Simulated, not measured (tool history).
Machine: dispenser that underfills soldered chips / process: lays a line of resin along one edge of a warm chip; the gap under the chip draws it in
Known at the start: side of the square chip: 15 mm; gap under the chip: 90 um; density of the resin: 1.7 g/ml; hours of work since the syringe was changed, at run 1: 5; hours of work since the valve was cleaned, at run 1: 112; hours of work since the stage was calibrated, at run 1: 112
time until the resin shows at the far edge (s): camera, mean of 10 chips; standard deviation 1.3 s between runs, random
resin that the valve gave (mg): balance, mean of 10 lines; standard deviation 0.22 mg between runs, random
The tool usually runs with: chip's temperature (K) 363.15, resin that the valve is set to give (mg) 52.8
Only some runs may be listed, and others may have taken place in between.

run,hour,chip's temperature (K),resin that the valve is set to give (mg),hours of work since the syringe was changed,hours of work since the valve was cleaned,hours of work since the stage was calibrated,time until the resin shows at the far edge (s),resin that the valve gave (mg)
1,0,363.15,52.8,5,112,112,187.7,49.06
# hour 8.9: new syringe of resin
2,12.9,363.15,52.8,3,121,121,160.9,48.66
3,20.9,363.15,52.8,8,126,126,250.1,48.52
# hour 24.9: new syringe of resin
# hour 28.1: dispensing valve cleaned and set on the balance
4,33.1,363.15,52.8,5,3,133,183.2,52.79
# hour 42.3: new syringe of resin
5,45.3,363.15,52.8,2,12,142,145.6,52.41
6,56,363.15,52.6,9,19,149,262.5,52.57
# hour 58.7: new syringe of resin
7,66.7,348.15,52.8,5,26,156,403.6,52.14
# hour 74.9: new syringe of resin
8,79.9,363.15,52.8,3,35,165,167,51.79
# hour 91.3: new syringe of resin
9,91.9,363.15,52.8,0,43,173,127.1,51.59
10,102.9,363.15,52.8,8,50,180,240.6,51.05
# hour 108.1: new syringe of resin
11,112.6,363.15,52.8,3,57,187,158.1,50.99
# hour 124.6: new syringe of resin
12,125.3,363.15,52.8,0,65,195,129.8,50.87
13,134,363.15,52.8,6,71,201,210.6,50.33
# hour 140.9: new syringe of resin
14,142.1,363.15,52.8,1,76,207,129.5,50.56
15,155.2,363.15,52.8,10,85,216,275.8,50.22
# hour 157.1: new syringe of resin
16,166.7,363.15,52.8,7,93,223,211.7,50.39
# hour 173.9: new syringe of resin
17,177.8,354.15,52.8,3,101,231,233.9,49.38
18,185.9,363.15,52.6,8,106,236,242.2,49.35
# hour 189.9: new syringe of resin
19,196.9,363.15,52.6,5,113,243,181.3,49.54
20,202.6,377.15,64.9,9,117,247,133.8,60.51
# hour 206.5: new syringe of resin
21,208.7,377.15,64.9,1,121,251,74.4,60.15
22,216.9,377.15,64.9,7,127,257,117.7,60.27
# hour 222.5: new syringe of resin
# hour 223.5: dispensing valve cleaned and set on the balance
23,223.7,377.15,64.9,0,0,261,67.3,64.98
24,231.1,365.15,50.9,5,5,266,174.5,50.77
# hour 240.1: new syringe of resin
25,240.8,376.15,63.8,1,12,272,71.8,63.28
26,253.3,372.15,65.6,9,20,281,166.9,65.11
# hour 256.6: new syringe of resin
27,264.9,372.15,65.6,6,28,288,128.2,64.26
# hour 273.1: new syringe of resin
28,273.3,362.15,45,0,33,294,134.1,43.88
29,281.8,362.15,45,6,39,300,213,43.93
30,288.3,354.15,57.1,10,44,304,429.4,55.12
# hour 289.6: new syringe of resin
31,295.8,354.15,54.6,4,49,309,260.9,52.82
32,304.1,354.15,54.6,10,54,315,404.6,52.8
# hour 305.9: new syringe of resin
33,313.1,376.15,68.4,5,60,321,102.5,65.72
# hour 322.2: new syringe of resin
34,323.5,376.15,68.4,1,67,328,73.1,65.61
35,336.2,359.15,49.8,10,76,336,321.5,47.37

Pick out some run-to-run changes in time until the resin shows at the far edge (s). Of each, how much would a tool without hidden state show as well, from the settings, what came in and chance, and how much is left for the hidden state and any gauge scatter not in both results compared?
The tool's hidden condition here consists of: resin's viscosity, % of fresh resin's; dose that the valve gives, % of what is set; true chip temperature over the reading, C; drift of the gauge itself on fill_s, %; drift of the gauge itself on given_mg, %.
Run 7 -> 8: chip's temperature (K) 348.15 -> 363.15, new syringe of resin. time until the resin shows at the far edge (s) -236.6: hidden state -105.6, all else -131.
Run 30 -> 31: resin that the valve is set to give (mg) 57.1 -> 54.6, new syringe of resin. time until the resin shows at the far edge (s) -168.5: hidden state -167.9, all else -0.6.
Run 32 -> 33: chip's temperature (K) 354.15 -> 376.15, resin that the valve is set to give (mg) 54.6 -> 68.4, new syringe of resin. time until the resin shows at the far edge (s) -302.1: hidden state -185.8, all else -116.3.
Run 34 -> 35: chip's temperature (K) 376.15 -> 359.15, resin that the valve is set to give (mg) 68.4 -> 49.8. time until the resin shows at the far edge (s) +248.4: hidden state +166.9, all else +81.5.

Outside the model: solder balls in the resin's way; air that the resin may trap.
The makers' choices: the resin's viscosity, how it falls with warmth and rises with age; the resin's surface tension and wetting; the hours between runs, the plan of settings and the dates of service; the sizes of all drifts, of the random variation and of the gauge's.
